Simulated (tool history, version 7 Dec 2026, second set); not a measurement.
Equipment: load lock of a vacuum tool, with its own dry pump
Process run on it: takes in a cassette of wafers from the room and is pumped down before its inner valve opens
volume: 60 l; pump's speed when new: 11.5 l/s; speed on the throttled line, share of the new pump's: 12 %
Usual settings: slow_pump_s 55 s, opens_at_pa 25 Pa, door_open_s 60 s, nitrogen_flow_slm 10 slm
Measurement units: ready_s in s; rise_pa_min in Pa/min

run    hour  slow_pump_s  opens_at_pa  door_open_s  nitrogen_flow_slm  incoming humidity of the room's air, %  ready_s  rise_pa_min
  1       0           55           25           60                 10                                    45.2     91.7        0.058
  2    61.3           55           25          115                 10                                    46.8       93        0.074
  3   112.1           55           25          115                 10                                    48.7     91.8        0.077
  4   175.5           39           25           60                 10                                    42.8     78.8        0.057
  5   223.9           39           25           60                 10                                    46.4       79        0.067
  6   309.2           39           25           60                 10                                    44.7     78.5        0.064
  7   364.6           55           25           60                 10                                    44.5     93.2        0.065
  8   434.6           55           25           60                 10                                    45.4     92.8        0.064
  9   538.6           55           25           60                 10                                    44.9     93.5        0.078
 10   598.8           55           25           60                 10                                    43.6     92.8        0.072
 11   661.3           55           25           60                 10                                    46.8     93.6        0.073
 12   741.3           55           25           60                 10                                    45.6     93.2        0.072
 13     827           66           25           60                 10                                    43.9      103        0.081
 14   919.3           55           25           60                 22                                    45.6     92.4        0.076
 15  1011.5           55           25           60                 22                                    43.5     92.8        0.074
 16  1088.5           55           25           60                 22                                    43.9     92.2        0.079
 17    1200           55           25           60                 22                                    41.5     92.5        0.075
 18  1257.4           55           25           60                 22                                    46.2     92.7        0.092
 19  1351.3           55           25           60                 22                                    48.7     92.9        0.096
 20  1399.2           55           25           60                 22                                    47.2     93.7        0.098
 21  1506.5           88           25           60                  7                                    45.4    122.3        0.106
 22  1564.3           55           34          171                 10                                    40.9     91.5        0.125
 23  1656.6           33           24          221                 37                                    46.4     73.1        0.118
 24    1717           33           24          221                 37                                    45.8     74.8        0.124
 25  1776.9           33           24          221                 37                                    46.7     74.6        0.123
 26  1881.3           77           44           40                  4                                    42.1    109.3        0.124
 27  1927.9           78           36           40                  4                                      44    111.3        0.126
 28  2026.9           78           36           40                  4                                    45.4    111.2         0.13
 29  2131.8           78           36           40                  4                                    42.9    110.7         0.14
 30    2224           55           25           57                 41                                    43.7     93.6        0.121
 31  2276.7           43           26           41                 12                                    45.2     83.3        0.142
 32  2390.4           55           43           70                 10                                    48.3     90.6        0.157
 33  2472.3           55           43          146                 10                                    43.6     89.6        0.177
 34  2545.1           55           43          146                 10                                    46.4     91.3         0.18
 35  2593.4           37           29           89                  8                                    46.5     76.5        0.181
 36  2644.4           55           25           37                  6                                    43.2     93.2        0.163
 37  2750.9           35           42           83                 23                                    45.9     72.7        0.167

Below are 3 alternative next runs, each starting from the tool's condition after run 37. Predict each:
  A  2798.8           35           42           83                  6                                    42.1        ?            ?
  B  2798.8           50           42           83                 23                                    45.1        ?            ?
  C  2798.8           35           47           56                 23                                      46        ?            ?

run  ready_s  rise_pa_min
  A       73         0.19
  B     86.2        0.174
  C     71.8        0.168
What these runs would have given with no unlogged condition in the tool:
run  ready_s  rise_pa_min
  A     71.4        0.063
  B     84.7        0.049
  C     70.3        0.041
